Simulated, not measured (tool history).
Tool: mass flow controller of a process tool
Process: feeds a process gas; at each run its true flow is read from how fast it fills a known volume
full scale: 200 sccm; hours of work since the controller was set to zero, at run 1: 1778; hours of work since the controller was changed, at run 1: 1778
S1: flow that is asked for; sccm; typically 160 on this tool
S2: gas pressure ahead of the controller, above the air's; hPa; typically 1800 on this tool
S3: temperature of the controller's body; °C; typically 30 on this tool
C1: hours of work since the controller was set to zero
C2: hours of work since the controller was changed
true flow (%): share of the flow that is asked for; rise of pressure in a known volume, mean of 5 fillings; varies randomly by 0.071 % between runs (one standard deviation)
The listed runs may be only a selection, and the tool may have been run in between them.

Run 1, hour 0.0: usual settings; C1 1778; C2 1778. Result: true flow (%) 99.73.
Run 2, hour 80.7: usual settings; C1 1835; C2 1835. Result: true flow (%) 99.83.
Run 3, hour 213.6: usual settings; C1 1929; C2 1929. Result: true flow (%) 99.97.
Run 4, hour 280.2: usual settings but S2 2170 hPa; C1 1976; C2 1976. Result: true flow (%) 99.91.
Run 5, hour 384.0: usual settings but S3 26 °C; C1 2050; C2 2050. Result: true flow (%) 99.61.
Run 6, hour 499.2: usual settings but S3 26 °C; C1 2131; C2 2131. Result: true flow (%) 99.80.
Run 7, hour 654.2: usual settings; C1 2240; C2 2240. Result: true flow (%) 100.07.
Run 8, hour 791.8: usual settings but S2 1780 hPa, S3 37 °C; C1 2337; C2 2337. Result: true flow (%) 100.54.
Run 9, hour 906.3: usual settings but S1 106 sccm, S2 1440 hPa, S3 37 °C; C1 2418; C2 2418. Result: true flow (%) 100.05.
Run 10, hour 977.3: usual settings but S2 2250 hPa, S3 39 °C; C1 2468; C2 2468. Result: true flow (%) 100.95.
Run 11, hour 1110.9: usual settings but S2 2250 hPa, S3 39 °C; C1 2563; C2 2563. Result: true flow (%) 101.00.
Run 12, hour 1191.2: usual settings but S2 1440 hPa, S3 34 °C; C1 2619; C2 2619. Result: true flow (%) 100.50.
Run 13, hour 1267.6: usual settings but S2 1440 hPa, S3 34 °C; C1 2673; C2 2673. Result: true flow (%) 100.56.

Predict each of these 3 candidate next runs independently; none follows another, all start after run 13:
Run A, hour 1334.5: usual settings but S2 1440 hPa, S3 23 °C; C1 2721; C2 2721. Result: true flow (%) ?.
Run B, hour 1334.5: usual settings but S2 2090 hPa, S3 24 °C; C1 2721; C2 2721. Result: true flow (%) ?.
Run C, hour 1334.5: usual settings but S1 48 sccm; C1 2721; C2 2721. Result: true flow (%) ?.

run  true flow (%)
  A         100.05
  B         100.20
  C          99.26
Without the tool's unlogged condition, the same runs would have read:
run  true flow (%)
  A          99.35
  B          99.50
  C          98.57

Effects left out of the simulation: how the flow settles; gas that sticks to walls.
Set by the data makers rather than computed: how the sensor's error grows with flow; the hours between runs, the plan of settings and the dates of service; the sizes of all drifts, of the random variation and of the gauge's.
